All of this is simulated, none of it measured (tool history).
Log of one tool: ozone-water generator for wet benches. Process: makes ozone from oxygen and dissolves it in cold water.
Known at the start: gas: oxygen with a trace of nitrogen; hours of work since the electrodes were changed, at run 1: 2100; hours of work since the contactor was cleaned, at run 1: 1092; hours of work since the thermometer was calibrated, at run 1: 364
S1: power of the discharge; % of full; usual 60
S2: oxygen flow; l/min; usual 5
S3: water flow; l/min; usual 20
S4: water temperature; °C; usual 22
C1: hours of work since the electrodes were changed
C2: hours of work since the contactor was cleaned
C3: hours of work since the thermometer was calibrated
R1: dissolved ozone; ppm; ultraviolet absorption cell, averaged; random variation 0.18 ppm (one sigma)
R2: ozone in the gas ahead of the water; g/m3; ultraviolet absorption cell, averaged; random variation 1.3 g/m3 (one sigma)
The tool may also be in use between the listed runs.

| run | hour | S1 | S2 | S3 | S4 | C1 | C2 | C3 | R1 | R2 |
|---|---|---|---|---|---|---|---|---|---|---|
| 1 | 0 | 60 | 5 | 20 | 22 | 2100 | 1092 | 364 | 23.1 | 240.3 |
| 2 | 127.2 | 60 | 5 | 20 | 22 | 2177 | 1169 | 441 | 22.6 | 239.6 |
| 3 | 213 | 60 | 5 | 20 | 22 | 2229 | 1221 | 493 | 22.5 | 240.3 |
| 4 | 305 | 60 | 5.88 | 20 | 22 | 2285 | 1277 | 549 | 23.6 | 228 |
| 5 | 425.3 | 60 | 4.41 | 20 | 22 | 2358 | 1350 | 622 | 22.4 | 247.4 |
| 6 | 499.9 | 60 | 4.41 | 20 | 22 | 2404 | 1395 | 668 | 22.1 | 246.3 |
| 7 | 594.4 | 60 | 5 | 20 | 22 | 2461 | 1453 | 725 | 23.1 | 236.2 |
| 8 | 669.8 | 60 | 5 | 20 | 22 | 2507 | 1499 | 771 | 23.1 | 236.6 |
| 9 | 788.6 | 60 | 5 | 28 | 22 | 2579 | 1571 | 843 | 16 | 236.4 |
| 10 | 892.2 | 60 | 5 | 20 | 22 | 2642 | 1634 | 906 | 22.7 | 235.3 |
| 11 | 1002.4 | 60 | 5 | 20 | 22 | 2709 | 1700 | 973 | 22.7 | 237.5 |
| 12 | 1060.6 | 60 | 5 | 20 | 22 | 2744 | 1736 | 1008 | 22.6 | 234.1 |
| 13 | 1153 | 60 | 5 | 20 | 22 | 2800 | 1792 | 1064 | 22.5 | 237.4 |
| 14 | 1263.4 | 60 | 5 | 20 | 22 | 2867 | 1859 | 1131 | 22.8 | 237 |
| 15 | 1347.8 | 60 | 5 | 20 | 22 | 2918 | 1910 | 1182 | 22.5 | 238 |
| 16 | 1430.8 | 60 | 5 | 20 | 22 | 2969 | 1961 | 1233 | 22.3 | 235.8 |
| 17 | 1523.1 | 60 | 5 | 21 | 22 | 3025 | 2017 | 1289 | 21.2 | 235.4 |
| 18 | 1615.1 | 60 | 3.02 | 19 | 22 | 3081 | 2072 | 1345 | 20.9 | 280.5 |
| 19 | 1733.1 | 81 | 8.11 | 19 | 23 | 3152 | 2144 | 1416 | 29.5 | 244.3 |
| 20 | 1837.7 | 97 | 2.81 | 12 | 23 | 3216 | 2208 | 1480 | 41.3 | 389.4 |
| 21 | 1896.2 | 60 | 5 | 20 | 24 | 3251 | 2243 | 1515 | 21.6 | 233.4 |
| 22 | 2012.8 | 66 | 2.66 | 15 | 29 | 3322 | 2314 | 1586 | 24.3 | 306.5 |
| 23 | 2119.8 | 66 | 2.66 | 15 | 29 | 3387 | 2379 | 1651 | 23.9 | 308.6 |
| 24 | 2200.5 | 60 | 3.38 | 15 | 22 | 3436 | 2428 | 1700 | 26.2 | 265.7 |
| 25 | 2297.4 | 94 | 5.08 | 20 | 22 | 3495 | 2487 | 1759 | 29.5 | 313.3 |
| 26 | 2364.3 | 60 | 5 | 26 | 16 | 3535 | 2527 | 1799 | 18.7 | 232.8 |
| 27 | 2431.2 | 68 | 5 | 26 | 29 | 3576 | 2568 | 1840 | 17.1 | 250.7 |
| 28 | 2495.8 | 68 | 5 | 26 | 16 | 3615 | 2607 | 1879 | 20.1 | 252.1 |
| 29 | 2634.3 | 68 | 5 | 26 | 16 | 3699 | 2691 | 1963 | 19.9 | 251.2 |
| 30 | 2711 | 68 | 5 | 26 | 29 | 3746 | 2738 | 2010 | 16.8 | 251.1 |
| 31 | 2847.3 | 42 | 5 | 19 | 26 | 3829 | 2820 | 2093 | 17 | 182.1 |
| 32 | 2988.4 | 45 | 2.62 | 13 | 16 | 3914 | 2906 | 2178 | 24.7 | 238.7 |
| 33 | 3062.9 | 68 | 2.55 | 20 | 22 | 3959 | 2951 | 2223 | 19.6 | 312 |
| 34 | 3205.7 | 46 | 5.29 | 14 | 22 | 4046 | 3038 | 2310 | 24.9 | 190.8 |

Some steps in R1 between neighbouring runs. How much of each would the tool show without its hidden state too (settings, what came in, random variation), and how much is left for the hidden state, with any gauge scatter that isn't in both results?
The hidden state here: yield of the discharge, % of new electrodes'; contactor's efficiency, % of a clean one's; true water temperature over the reading, C; drift of the gauge itself on ozone_ppm, %; drift of the gauge itself on gas_g_m3, %.
Run 19 -> 20: S1 81 -> 97, S2 8.11 -> 2.81, S3 19 -> 12. R1 +11.8 ppm: hidden state -1.4, all else +13.2.
Run 20 -> 21: S1 97 -> 60, S2 2.81 -> 5, S3 12 -> 20, S4 23 -> 24. R1 -19.7 ppm: hidden state +2.5, all else -22.2.
Run 25 -> 26: S1 94 -> 60, S2 5.08 -> 5, S3 20 -> 26, S4 22 -> 16. R1 -10.8 ppm: hidden state +1.7, all else -12.5.

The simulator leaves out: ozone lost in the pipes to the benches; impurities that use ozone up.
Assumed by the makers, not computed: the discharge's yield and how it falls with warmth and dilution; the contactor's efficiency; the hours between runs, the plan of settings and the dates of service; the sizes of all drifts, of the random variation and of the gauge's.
